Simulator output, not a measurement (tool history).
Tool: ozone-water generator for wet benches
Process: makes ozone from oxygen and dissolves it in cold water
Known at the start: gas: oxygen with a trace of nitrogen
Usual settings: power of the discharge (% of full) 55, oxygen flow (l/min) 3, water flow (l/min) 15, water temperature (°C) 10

run	day	power of the discharge (% of full)	oxygen flow (l/min)	water flow (l/min)	water temperature (°C)	dissolved ozone (ppm)	ozone in the gas ahead of the water (g/m3)
1	0	55	3	15	10	11.5	124.8
2	1.1	55	3	15	10	11.4	125.5
3	2.475	55	3	15	10	11.3	125.2
4	4.088	55	3	14	10	12.2	125.7
5	5.312	55	3	14	10	12	125.1
6	6.967	55	3	14	10	12.2	125.6
7	8.192	55	3	16	10	10.9	125.2
8	9.917	55	3	15	14	10.8	125
9	11.629	55	3	15	10	11.4	126.5
10	13.096	55	3	15	10	11.5	125.5
11	14.667	43	1.56	13	10	10.2	154.3
12	15.654	86	3	15	8	16.8	177.4
13	16.6	86	2.61	9	8	25.9	196
14	17.667	86	2.61	9	8	26.2	196.9
15	19.012	78	1.77	12	11	17.8	230.7
16	20.2	78	1.77	12	11	17.7	229.9
17	21.712	78	1.77	12	11	17.5	230
18	23.446	78	4.65	12	14	16.9	128.1

5 ways to go on from here, each from the tool as it stands after run 18. What would each give?
A	25.154	55	3	16	10	?	?
B	25.154	55	3	15	6	?	?
C	25.154	55	3	17	10	?	?
D	25.154	78	4.65	12	11	?	?
E	25.154	78	2.33	12	14	?	?

run	dissolved ozone (ppm)	ozone in the gas ahead of the water (g/m3)
A	10.8	125.4
B	11.9	124.8
C	10.2	126.8
D	17.8	127.6
E	17.3	192
Without the tool's hidden state the same runs would have given:
run	dissolved ozone (ppm)	ozone in the gas ahead of the water (g/m3)
A	10.8	125.4
B	12	124.8
C	10.2	126.8
D	17.8	127.6
E	17.3	192
